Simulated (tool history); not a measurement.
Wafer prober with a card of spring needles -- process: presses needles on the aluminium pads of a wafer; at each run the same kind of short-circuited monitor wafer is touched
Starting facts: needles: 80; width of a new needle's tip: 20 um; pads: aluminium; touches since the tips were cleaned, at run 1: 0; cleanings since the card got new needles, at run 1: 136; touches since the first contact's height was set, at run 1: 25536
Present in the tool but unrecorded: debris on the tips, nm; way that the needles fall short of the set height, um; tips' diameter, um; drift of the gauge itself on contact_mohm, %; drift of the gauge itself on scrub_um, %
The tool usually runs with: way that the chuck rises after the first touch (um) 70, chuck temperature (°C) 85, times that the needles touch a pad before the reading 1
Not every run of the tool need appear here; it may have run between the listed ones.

run   hour  way that the chuck rises after the first touch (um)  chuck temperature (°C)  times that the needles touch a pad before the reading  touches since the tips were cleaned  cleanings since the card got new needles  touches since the first contact's height was set  resistance of one needle with its contact and lead (mohm)  way that a needle slides on the pad (um)
  1    0.0                                                   70                      85                                                      1                                    0                                       136                                             25536                                                        238                                     17.84
       8.3  -- tips cleaned on abrasive film
      16.9  -- tips cleaned on abrasive film
  2   16.9                                                   70                      50                                                      1                                    0                                       138                                             32945                                                        225                                     17.86
      25.6  -- tips cleaned on abrasive film
      32.7  -- tips cleaned on abrasive film
      41.2  -- tips cleaned on abrasive film
  3   41.7                                                   70                      85                                                      1                                  234                                       141                                             43819                                                        235                                     17.88
      48.6  -- tips cleaned on abrasive film
      57.2  -- tips cleaned on abrasive film
      65.8  -- tips cleaned on abrasive film
  4   66.1                                                   70                      85                                                      1                                  139                                       144                                             54512                                                        236                                     17.86
      73.1  -- tips cleaned on abrasive film
      82.0  -- tips cleaned on abrasive film
  5   85.9                                                   70                      85                                                      2                                 1753                                       146                                             63225                                                        236                                     17.81
      89.5  -- tips cleaned on abrasive film
      96.5  -- height of the first contact set anew
      98.0  -- tips cleaned on abrasive film
  6  100.0                                                   70                      85                                                      2                                  898                                       148                                              1512                                                        234                                     17.79
     106.8  -- tips cleaned on abrasive film
     115.5  -- tips cleaned on abrasive film
  7  120.6                                                   70                      85                                                      1                                 2236                                       150                                             10541                                                        238                                     17.82
     124.2  -- tips cleaned on abrasive film
     132.3  -- tips cleaned on abrasive film
  8  134.1                                                   70                      85                                                      1                                  780                                       152                                             16446                                                        236                                     17.81
     141.0  -- tips cleaned on abrasive film
     148.2  -- tips cleaned on abrasive film
  9  150.6                                                   70                      85                                                      2                                 1083                                       154                                             23692                                                        237                                     17.84
     155.7  -- tips cleaned on abrasive film
     164.5  -- tips cleaned on abrasive film
     172.2  -- tips cleaned on abrasive film
 10  172.2                                                   70                      85                                                      2                                    0                                       157                                             33123                                                        235                                     17.77
     180.8  -- tips cleaned on abrasive film
     188.6  -- tips cleaned on abrasive film
 11  191.8                                                   70                      85                                                      2                                 1407                                       159                                             41736                                                        240                                     17.74
     196.7  -- tips cleaned on abrasive film
     205.4  -- tips cleaned on abrasive film
     212.6  -- tips cleaned on abrasive film
 12  218.0                                                   70                      85                                                      2                                 2414                                       162                                             53251                                                        235                                     17.76
     219.9  -- tips cleaned on abrasive film
     228.7  -- tips cleaned on abrasive film
     237.0  -- tips cleaned on abrasive film
     245.7  -- tips cleaned on abrasive film
 13  248.3                                                   70                      85                                                      2                                 1163                                       166                                             66512                                                        233                                     17.79
     252.1  -- height of the first contact set anew
     253.5  -- tips cleaned on abrasive film
     262.3  -- tips cleaned on abrasive film
 14  262.6                                                   72                      66                                                      2                                  111                                       168                                              4554                                                        234                                     18.23
     270.9  -- tips cleaned on abrasive film
     278.7  -- tips cleaned on abrasive film
 15  278.7                                                   72                      66                                                      2                                    0                                       170                                             11643                                                        235                                     18.25
     287.5  -- tips cleaned on abrasive film
 16  292.0                                                   72                      66                                                      2                                 2002                                       171                                             17498                                                        227                                     18.19
     295.6  -- tips cleaned on abrasive film
     304.4  -- tips cleaned on abrasive film
 17  309.5                                                   70                      40                                                      2                                 2279                                       173                                             25157                                                        226                                     17.74
     312.5  -- tips cleaned on abrasive film
     320.1  -- tips cleaned on abrasive film
     328.4  -- tips cleaned on abrasive film
 18  334.4                                                   62                      71                                                      2                                 2660                                       176                                             36072                                                        236                                     15.68
     336.2  -- tips cleaned on abrasive film
     343.9  -- tips cleaned on abrasive film
 19  348.4                                                   62                      71                                                      2                                 1984                                       178                                             42198                                                        236                                     15.70
     352.0  -- tips cleaned on abrasive film
     360.8  -- tips cleaned on abrasive film
     369.4  -- tips cleaned on abrasive film
     377.6  -- tips cleaned on abrasive film
 20  381.3                                                   67                      28                                                      1                                 1644                                       182                                             56634                                                        223                                     16.95
     384.9  -- tips cleaned on abrasive film
     393.7  -- tips cleaned on abrasive film
     402.5  -- tips cleaned on abrasive film
 21  403.9                                                   67                     110                                                      2                                  661                                       185                                             66540                                                        246                                     16.94
     407.8  -- height of the first contact set anew
     411.2  -- tips cleaned on abrasive film
     419.3  -- tips cleaned on abrasive film
     428.2  -- tips cleaned on abrasive film
 22  433.0                                                   70                      39                                                      2                                 2133                                       188                                             11079                                                        226                                     17.67
     436.6  -- tips cleaned on abrasive film
     445.2  -- tips cleaned on abrasive film
     453.6  -- tips cleaned on abrasive film
     461.8  -- tips cleaned on abrasive film
 23  463.4                                                   70                      27                                                      3                                  730                                       192                                             24391                                                        224                                     17.68
     470.6  -- tips cleaned on abrasive film
     479.0  -- tips cleaned on abrasive film
     487.5  -- tips cleaned on abrasive film
     494.6  -- tips cleaned on abrasive film
 24  495.2                                                   70                      27                                                      3                                  274                                       196                                             38316                                                        223                                     17.68

4 ways to go on from here, each from the tool as it stands after run 24. What would each give?
     502.3  -- tips cleaned on abrasive film
     509.4  -- tips cleaned on abrasive film
     517.5  -- tips cleaned on abrasive film
  A  518.0                                                   65                      27                                                      3                                  236                                       199                                             48296                                                          ?                                         ?
     502.3  -- tips cleaned on abrasive film
     509.4  -- tips cleaned on abrasive film
     517.5  -- tips cleaned on abrasive film
  B  518.0                                                   70                      31                                                      3                                  236                                       199                                             48296                                                          ?                                         ?
     502.3  -- tips cleaned on abrasive film
     509.4  -- tips cleaned on abrasive film
     517.5  -- tips cleaned on abrasive film
  C  518.0                                                   86                      73                                                      1                                  236                                       199                                             48296                                                          ?                                         ?
     502.3  -- tips cleaned on abrasive film
     509.4  -- tips cleaned on abrasive film
     517.5  -- tips cleaned on abrasive film
  D  518.0                                                   70                      61                                                      3                                  236                                       199                                             48296                                                          ?                                         ?

run  resistance of one needle with its contact and lead (mohm)  way that a needle slides on the pad (um)
  A                                                        219                                     16.37
  B                                                        223                                     17.67
  C                                                        232                                     21.67
  D                                                        230                                     17.60
Stripped of hidden state, with their random variation kept, the same runs would have yielded:
run  resistance of one needle with its contact and lead (mohm)  way that a needle slides on the pad (um)
  A                                                        218                                     16.57
  B                                                        223                                     17.88
  C                                                        232                                     21.92
  D                                                        230                                     17.80

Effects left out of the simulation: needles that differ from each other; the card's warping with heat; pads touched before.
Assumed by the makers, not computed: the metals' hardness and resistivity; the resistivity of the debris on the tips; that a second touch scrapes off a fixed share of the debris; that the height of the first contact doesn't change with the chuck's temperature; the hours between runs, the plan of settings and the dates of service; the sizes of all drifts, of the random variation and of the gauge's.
